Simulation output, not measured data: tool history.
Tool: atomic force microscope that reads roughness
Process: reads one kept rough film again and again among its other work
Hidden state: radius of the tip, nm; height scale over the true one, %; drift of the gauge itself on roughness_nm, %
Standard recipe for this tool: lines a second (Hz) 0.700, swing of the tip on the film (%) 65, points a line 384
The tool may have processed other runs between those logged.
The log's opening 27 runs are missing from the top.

run,day,lines a second (Hz),swing of the tip on the film (%),points a line,pictures with this tip,hours of work since the height scale was calibrated,roughness of the kept film (nm (root mean square))
28,29.217,3.607,70,549,119,453,1.464
29,30.604,3.414,63,430,145,470,1.506
30,31.746,3.414,58,723,168,483,1.514
31,33.404,3.414,58,723,200,503,1.513
32,34.329,0.567,77,789,218,514,1.536
# day 34.583: new tip fitted
33,35.388,0.700,65,423,16,526,1.599
34,36.196,2.973,85,785,31,535,1.407
35,37.329,0.674,70,384,53,549,1.582
36,38.021,1.466,65,855,67,557,1.562
37,38.842,1.466,65,855,82,567,1.558
38,39.583,0.860,87,884,97,575,1.527

Consider 5 possible next runs. They are alternatives, not a sequence: every one starts from the tool as it was left by run 38. What does each give?
A,40.771,0.619,86,385,120,589,?
B,40.771,1.808,71,384,120,589,?
C,40.771,0.685,83,533,120,589,?
D,40.771,0.917,60,290,120,589,?
E,40.771,0.700,65,674,120,589,?

run,roughness of the kept film (nm (root mean square))
A,1.534
B,1.520
C,1.539
D,1.561
E,1.571
Stripped of hidden state, with their random variation kept, the same runs would have yielded:
run,roughness of the kept film (nm (root mean square))
A,1.581
B,1.566
C,1.587
D,1.609
E,1.620

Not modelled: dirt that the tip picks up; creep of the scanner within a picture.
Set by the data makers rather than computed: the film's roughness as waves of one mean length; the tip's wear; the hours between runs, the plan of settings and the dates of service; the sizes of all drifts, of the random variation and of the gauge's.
